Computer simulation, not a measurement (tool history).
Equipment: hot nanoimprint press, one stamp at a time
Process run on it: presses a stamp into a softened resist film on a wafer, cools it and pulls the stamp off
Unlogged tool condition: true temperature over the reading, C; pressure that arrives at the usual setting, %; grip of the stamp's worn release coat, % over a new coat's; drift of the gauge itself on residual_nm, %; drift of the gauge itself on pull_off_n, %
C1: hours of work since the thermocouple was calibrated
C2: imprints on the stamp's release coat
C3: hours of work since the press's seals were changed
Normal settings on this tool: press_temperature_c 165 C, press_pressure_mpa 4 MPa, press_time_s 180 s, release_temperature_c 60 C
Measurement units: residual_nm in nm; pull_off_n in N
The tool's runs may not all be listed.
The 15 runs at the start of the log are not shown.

Run 16, hour 150.6: usual settings but press_pressure_mpa 4.84 MPa; C1 201; C2 833; C3 470. Result: residual_nm 134.4 nm, pull_off_n 167 N.
Run 17, hour 162.4: usual settings but press_pressure_mpa 4.84 MPa; C1 210; C2 894; C3 478. Result: residual_nm 134.3 nm, pull_off_n 158 N.
Run 18, hour 170: usual settings but press_temperature_c 176 C, press_pressure_mpa 4.84 MPa, release_temperature_c 50 C; C1 215; C2 933; C3 484. Result: residual_nm 93.2 nm, pull_off_n 211 N.
Run 19, hour 180.5: usual settings but press_temperature_c 166 C, press_pressure_mpa 2.66 MPa, press_time_s 186 s, release_temperature_c 47 C; C1 223; C2 988; C3 491. Result: residual_nm 177.3 nm, pull_off_n 216 N.
Run 20, hour 193.4: usual settings but press_temperature_c 160 C, press_pressure_mpa 5.96 MPa, press_time_s 109 s, release_temperature_c 49 C; C1 232; C2 1054; C3 501. Result: residual_nm 172.7 nm, pull_off_n 212 N.
Run 21, hour 202.5: usual settings but press_pressure_mpa 2.45 MPa, press_time_s 159 s; C1 239; C2 1101; C3 507. Result: residual_nm 201.2 nm, pull_off_n 163 N.
Run 22, hour 213.7: usual settings but press_time_s 117 s; C1 247; C2 1159; C3 516. Result: residual_nm 174.4 nm, pull_off_n 165 N.
Run 23, hour 222.6: usual settings but press_temperature_c 176 C, press_pressure_mpa 3.04 MPa, press_time_s 102 s; C1 254; C2 1205; C3 522. Result: residual_nm 150.7 nm, pull_off_n 164 N.
At hour 232.8: stamp cleaned and given a new release coat.
At hour 244.1: press's hydraulic seals changed and the load cell set to zero.
At hour 248.4: plate thermocouple calibrated.
Run 24, hour 251.4: usual settings but press_temperature_c 176 C, press_pressure_mpa 3.03 MPa, press_time_s 98 s, release_temperature_c 65 C; C1 2; C2 39; C3 3. Result: residual_nm 153.2 nm, pull_off_n 143 N.
Run 25, hour 263.3: usual settings but press_temperature_c 176 C, press_pressure_mpa 3.03 MPa, press_time_s 98 s, release_temperature_c 65 C; C1 11; C2 101; C3 12. Result: residual_nm 153.6 nm, pull_off_n 147 N.
Run 26, hour 277.2: usual settings but press_temperature_c 176 C, press_pressure_mpa 3.03 MPa, press_time_s 98 s, release_temperature_c 65 C; C1 21; C2 173; C3 22. Result: residual_nm 153.5 nm, pull_off_n 139 N.
Run 27, hour 286.7: usual settings but press_temperature_c 159 C, press_time_s 195 s; C1 28; C2 222; C3 29. Result: residual_nm 179.7 nm, pull_off_n 165 N.
Run 28, hour 295.1: usual settings but press_temperature_c 156 C, press_pressure_mpa 4.48 MPa, press_time_s 159 s, release_temperature_c 52 C; C1 34; C2 265; C3 35. Result: residual_nm 203.1 nm, pull_off_n 196 N.
Run 29, hour 303.6: usual settings but press_temperature_c 156 C, press_pressure_mpa 4.48 MPa, press_time_s 159 s, release_temperature_c 52 C; C1 40; C2 309; C3 41. Result: residual_nm 203.2 nm, pull_off_n 198 N.
Run 30, hour 312.7: usual settings but press_temperature_c 164 C, press_pressure_mpa 2.98 MPa, release_temperature_c 51 C; C1 47; C2 356; C3 48. Result: residual_nm 181.6 nm, pull_off_n 199 N.
Run 31, hour 327.2: usual settings but press_temperature_c 168 C, press_pressure_mpa 6.21 MPa, release_temperature_c 58 C; C1 57; C2 431; C3 58. Result: residual_nm 105.6 nm, pull_off_n 166 N.

Below are 3 alternative next runs, each starting from the tool's condition after run 31. Predict each:
Run A, hour 341.6: usual settings but press_temperature_c 159 C, press_pressure_mpa 5.38 MPa; C1 68; C2 506; C3 69. Result: residual_nm ?, pull_off_n ?.
Run B, hour 341.6: usual settings but press_pressure_mpa 2.57 MPa; C1 68; C2 506; C3 69. Result: residual_nm ?, pull_off_n ?.
Run C, hour 341.6: usual settings but press_temperature_c 176 C; C1 68; C2 506; C3 69. Result: residual_nm ?, pull_off_n ?.

run  residual_nm  pull_off_n
  A        158.6         161
  B        189.8         162
  C        104.5         163
Had the tool no hidden state, the same runs would have come out as:
run  residual_nm  pull_off_n
  A        156.2         161
  B        186.9         161
  C        102.9         163
